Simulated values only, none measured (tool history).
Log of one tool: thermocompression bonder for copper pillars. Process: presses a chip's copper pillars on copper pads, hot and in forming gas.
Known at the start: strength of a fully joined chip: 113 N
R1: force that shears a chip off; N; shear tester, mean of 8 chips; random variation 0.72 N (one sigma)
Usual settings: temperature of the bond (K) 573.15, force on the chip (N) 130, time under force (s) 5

run 1 day=0.000 | temperature_of_the_bond_(K)=573.15 force_on_the_chip_(N)=130 time_under_force_(s)=5 | R1=79.7
run 2 day=0.442 | temperature_of_the_bond_(K)=573.15 force_on_the_chip_(N)=130 time_under_force_(s)=5 | R1=80.0
run 3 day=0.754 | temperature_of_the_bond_(K)=549.15 force_on_the_chip_(N)=130 time_under_force_(s)=5 | R1=61.3
run 4 day=1.046 | temperature_of_the_bond_(K)=573.15 force_on_the_chip_(N)=122 time_under_force_(s)=5 | R1=76.7
run 5 day=1.362 | temperature_of_the_bond_(K)=573.15 force_on_the_chip_(N)=122 time_under_force_(s)=5 | R1=77.5
run 6 day=1.667 | temperature_of_the_bond_(K)=573.15 force_on_the_chip_(N)=122 time_under_force_(s)=5 | R1=77.8
run 7 day=1.933 | temperature_of_the_bond_(K)=576.15 force_on_the_chip_(N)=130 time_under_force_(s)=5 | R1=81.6
run 8 day=2.371 | temperature_of_the_bond_(K)=576.15 force_on_the_chip_(N)=130 time_under_force_(s)=5 | R1=81.6
run 9 day=2.617 | temperature_of_the_bond_(K)=573.15 force_on_the_chip_(N)=130 time_under_force_(s)=4 | R1=76.1
run 10 day=2.958 | temperature_of_the_bond_(K)=573.15 force_on_the_chip_(N)=130 time_under_force_(s)=4 | R1=76.2
run 11 day=3.400 | temperature_of_the_bond_(K)=573.15 force_on_the_chip_(N)=130 time_under_force_(s)=4 | R1=74.9
run 12 day=3.679 | temperature_of_the_bond_(K)=573.15 force_on_the_chip_(N)=130 time_under_force_(s)=5 | R1=79.4
run 13 day=3.925 | temperature_of_the_bond_(K)=573.15 force_on_the_chip_(N)=130 time_under_force_(s)=5 | R1=78.9
run 14 day=4.229 | temperature_of_the_bond_(K)=573.15 force_on_the_chip_(N)=130 time_under_force_(s)=5 | R1=78.6
run 15 day=4.658 | temperature_of_the_bond_(K)=573.15 force_on_the_chip_(N)=130 time_under_force_(s)=5 | R1=77.7
run 16 day=4.942 | temperature_of_the_bond_(K)=573.15 force_on_the_chip_(N)=130 time_under_force_(s)=5 | R1=77.9
run 17 day=5.379 | temperature_of_the_bond_(K)=573.15 force_on_the_chip_(N)=130 time_under_force_(s)=5 | R1=78.6
run 18 day=5.571 | temperature_of_the_bond_(K)=573.15 force_on_the_chip_(N)=130 time_under_force_(s)=5 | R1=78.9
run 19 day=5.958 | temperature_of_the_bond_(K)=573.15 force_on_the_chip_(N)=130 time_under_force_(s)=5 | R1=78.8
run 20 day=6.362 | temperature_of_the_bond_(K)=573.15 force_on_the_chip_(N)=131 time_under_force_(s)=4 | R1=75.0
run 21 day=6.771 | temperature_of_the_bond_(K)=573.15 force_on_the_chip_(N)=96 time_under_force_(s)=3 | R1=57.0
run 22 day=7.108 | temperature_of_the_bond_(K)=573.15 force_on_the_chip_(N)=96 time_under_force_(s)=3 | R1=56.3
run 23 day=7.538 | temperature_of_the_bond_(K)=573.15 force_on_the_chip_(N)=96 time_under_force_(s)=3 | R1=56.5
run 24 day=7.979 | temperature_of_the_bond_(K)=573.15 force_on_the_chip_(N)=96 time_under_force_(s)=3 | R1=56.0
run 25 day=8.279 | temperature_of_the_bond_(K)=573.15 force_on_the_chip_(N)=96 time_under_force_(s)=3 | R1=56.0
-- day=8.388 heater calibrated with a thermocouple chip
run 26 day=8.754 | temperature_of_the_bond_(K)=573.15 force_on_the_chip_(N)=96 time_under_force_(s)=3 | R1=56.3
run 27 day=9.154 | temperature_of_the_bond_(K)=573.15 force_on_the_chip_(N)=96 time_under_force_(s)=3 | R1=55.5
run 28 day=9.462 | temperature_of_the_bond_(K)=580.15 force_on_the_chip_(N)=137 time_under_force_(s)=4 | R1=80.6
-- day=9.642 heater calibrated with a thermocouple chip, once more
-- day=9.850 forming gas filter changed
run 29 day=9.921 | temperature_of_the_bond_(K)=580.15 force_on_the_chip_(N)=86 time_under_force_(s)=8 | R1=81.9
run 30 day=10.217 | temperature_of_the_bond_(K)=566.15 force_on_the_chip_(N)=176 time_under_force_(s)=5 | R1=89.0
run 31 day=10.562 | temperature_of_the_bond_(K)=566.15 force_on_the_chip_(N)=176 time_under_force_(s)=5 | R1=88.7
run 32 day=10.750 | temperature_of_the_bond_(K)=569.15 force_on_the_chip_(N)=84 time_under_force_(s)=5 | R1=63.2
run 33 day=11.121 | temperature_of_the_bond_(K)=587.15 force_on_the_chip_(N)=130 time_under_force_(s)=5 | R1=92.1
run 34 day=11.483 | temperature_of_the_bond_(K)=599.15 force_on_the_chip_(N)=188 time_under_force_(s)=7 | R1=109.5
run 35 day=11.938 | temperature_of_the_bond_(K)=573.15 force_on_the_chip_(N)=186 time_under_force_(s)=3 | R1=85.9
run 36 day=12.388 | temperature_of_the_bond_(K)=573.15 force_on_the_chip_(N)=135 time_under_force_(s)=4 | R1=80.2
run 37 day=12.629 | temperature_of_the_bond_(K)=579.15 force_on_the_chip_(N)=188 time_under_force_(s)=6 | R1=100.5

The same runs without the tool's hidden state, with the same run-to-run variation:
The hidden state here: true temperature of the bond over the reading, C; force that reaches the chip, % of what is set; oxide that the forming gas leaves, % of the face; drift of the gauge itself on shear_n, %.
run=1 R1=83.1
run=2 R1=83.6
run=3 R1=64.5
run=4 R1=80.3
run=5 R1=81.2
run=6 R1=81.6
run=7 R1=85.5
run=8 R1=85.7
run=9 R1=80.1
run=10 R1=80.4
run=11 R1=79.2
run=12 R1=83.9
run=13 R1=83.4
run=14 R1=83.2
run=15 R1=82.3
run=16 R1=82.6
run=17 R1=83.5
run=18 R1=83.9
run=19 R1=83.8
run=20 R1=80.0
run=21 R1=61.4
run=22 R1=60.6
run=23 R1=61.0
run=24 R1=60.6
run=25 R1=60.6
run=26 R1=61.2
run=27 R1=60.5
run=28 R1=86.8
run=29 R1=82.3
run=30 R1=89.4
run=31 R1=89.2
run=32 R1=63.8
run=33 R1=92.8
run=34 R1=110.0
run=35 R1=86.8
run=36 R1=81.2
run=37 R1=101.4
